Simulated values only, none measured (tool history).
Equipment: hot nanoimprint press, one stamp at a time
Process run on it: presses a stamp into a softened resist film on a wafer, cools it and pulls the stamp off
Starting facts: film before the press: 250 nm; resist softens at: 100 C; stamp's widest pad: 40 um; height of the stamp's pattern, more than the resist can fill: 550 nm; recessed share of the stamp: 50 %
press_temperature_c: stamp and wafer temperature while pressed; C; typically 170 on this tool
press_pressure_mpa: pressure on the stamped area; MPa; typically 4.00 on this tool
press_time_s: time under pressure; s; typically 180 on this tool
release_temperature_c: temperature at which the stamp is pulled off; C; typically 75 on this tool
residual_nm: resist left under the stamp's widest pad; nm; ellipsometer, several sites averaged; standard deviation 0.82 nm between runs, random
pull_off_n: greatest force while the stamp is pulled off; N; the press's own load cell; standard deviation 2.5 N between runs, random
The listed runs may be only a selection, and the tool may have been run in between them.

run 1 hour=0.0 | press_temperature_c=170 press_pressure_mpa=4.00 press_time_s=180 release_temperature_c=75 | residual_nm=126.6 pull_off_n=123
run 2 hour=53.0 | press_temperature_c=170 press_pressure_mpa=4.00 press_time_s=180 release_temperature_c=75 | residual_nm=128.6 pull_off_n=128
run 3 hour=132.8 | press_temperature_c=170 press_pressure_mpa=4.00 press_time_s=180 release_temperature_c=75 | residual_nm=130.4 pull_off_n=142
run 4 hour=183.7 | press_temperature_c=170 press_pressure_mpa=4.00 press_time_s=180 release_temperature_c=75 | residual_nm=129.0 pull_off_n=154
-- hour=195.2 plate thermocouple calibrated
-- hour=217.8 press's hydraulic seals changed and the load cell set to zero
run 5 hour=278.8 | press_temperature_c=170 press_pressure_mpa=4.00 press_time_s=180 release_temperature_c=74 | residual_nm=128.4 pull_off_n=177
run 6 hour=347.3 | press_temperature_c=170 press_pressure_mpa=4.00 press_time_s=180 release_temperature_c=63 | residual_nm=129.2 pull_off_n=233
-- hour=398.2 plate thermocouple calibrated, once more
run 7 hour=435.3 | press_temperature_c=170 press_pressure_mpa=4.00 press_time_s=99 release_temperature_c=63 | residual_nm=150.4 pull_off_n=249
-- hour=473.3 stamp cleaned and given a new release coat
run 8 hour=508.3 | press_temperature_c=178 press_pressure_mpa=4.00 press_time_s=180 release_temperature_c=75 | residual_nm=98.0 pull_off_n=121
run 9 hour=552.5 | press_temperature_c=171 press_pressure_mpa=6.28 press_time_s=268 release_temperature_c=66 | residual_nm=83.6 pull_off_n=158
run 10 hour=630.4 | press_temperature_c=161 press_pressure_mpa=3.24 press_time_s=138 release_temperature_c=80 | residual_nm=195.9 pull_off_n=129
run 11 hour=678.5 | press_temperature_c=161 press_pressure_mpa=3.24 press_time_s=138 release_temperature_c=80 | residual_nm=195.5 pull_off_n=135

For some of the steps in residual_nm from one run to the next: how much would appear even if the tool had no hidden state, given the settings, what came in and random variation, and how much remains for the hidden state plus any gauge scatter that the measured result and the result without hidden state don't share?
The tool's hidden condition here consists of: true temperature over the reading, C; pressure that arrives at the usual setting, %; grip of the stamp's worn release coat, % over a new coat's; drift of the gauge itself on residual_nm, %; drift of the gauge itself on pull_off_n, %.
Run 4 -> 5: release_temperature_c 75 -> 74, plate thermocouple calibrated, press's hydraulic seals changed and the load cell set to zero. residual_nm -0.6 nm: hidden state -2.3, all else +1.7.
Run 9 -> 10: press_temperature_c 171 -> 161, press_pressure_mpa 6.28 -> 3.24, press_time_s 268 -> 138, release_temperature_c 66 -> 80. residual_nm +112.3 nm: hidden state +0.8, all else +111.5.
